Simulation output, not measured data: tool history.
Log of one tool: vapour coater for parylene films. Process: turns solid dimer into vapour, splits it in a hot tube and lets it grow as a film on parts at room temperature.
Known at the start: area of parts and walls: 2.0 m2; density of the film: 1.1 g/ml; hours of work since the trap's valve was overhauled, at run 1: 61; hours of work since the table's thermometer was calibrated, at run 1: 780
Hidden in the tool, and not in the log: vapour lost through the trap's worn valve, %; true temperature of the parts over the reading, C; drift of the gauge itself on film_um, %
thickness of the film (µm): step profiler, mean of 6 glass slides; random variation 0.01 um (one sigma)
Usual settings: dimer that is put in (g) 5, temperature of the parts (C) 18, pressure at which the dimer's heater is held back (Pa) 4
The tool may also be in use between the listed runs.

run	hour	dimer that is put in (g)	temperature of the parts (C)	pressure at which the dimer's heater is held back (Pa)	hours of work since the trap's valve was overhauled	hours of work since the table's thermometer was calibrated	thickness of the film (µm)
1	0	5	18	4	61	780	1.55
2	26.5	5	18	4	77	797	1.54
3	40.9	5	18	4	86	806	1.54
4	56.2	5	18	4	96	816	1.56
5	76.5	5	18	4	108	828	1.55
6	98.2	5	18	4	122	842	1.51
7	112.8	5	18	4	131	851	1.53
# hour 135.6: table's thermometer calibrated
8	140.2	5	18	4	147	3	1.46
9	159.7	5	18	4	160	15	1.48
10	173.9	5	18	4	168	24	1.46
# hour 183.9: table's thermometer calibrated, once more
11	188.5	5	18	4	177	3	1.62
12	211	5	11	4	191	17	2.17
13	233.3	5	18	6.05	205	31	1.58
14	255.5	5	26	4	219	45	1.12
15	278.3	4	26	6.51	233	59	0.88
16	296.5	3	22	4.72	244	70	0.79
17	325.5	3	22	4.72	262	88	0.8
18	348.4	8	13	5.39	277	103	3.07
19	365.9	5	20	7.73	288	114	1.37
20	379.6	3	22	7.73	296	122	0.76
21	399.4	2	16	7.12	309	134	0.64
22	420.8	4	18	4	322	148	1.25
23	439.3	5	18	4	333	159	1.56
24	456.6	5	20	9.8	344	170	1.33
25	487	5	18	3.38	363	189	1.57
26	509.7	6	20	4	377	203	1.72
27	524.4	6	20	4	387	212	1.69
28	549.3	4	18	2.05	402	228	1.31

Forecast each of these 4 alternatives for the next run:
A	576.4	3	18	2.05	419	245	?
B	576.4	8	25	4.34	419	245	?
C	576.4	3	18	4	419	245	?
D	576.4	5	18	2.66	419	245	?

run	thickness of the film (µm)
A	0.98
B	1.82
C	0.93
D	1.58
Without the tool's hidden state the same runs would have given:
run	thickness of the film (µm)
A	1.05
B	1.95
C	1
D	1.7
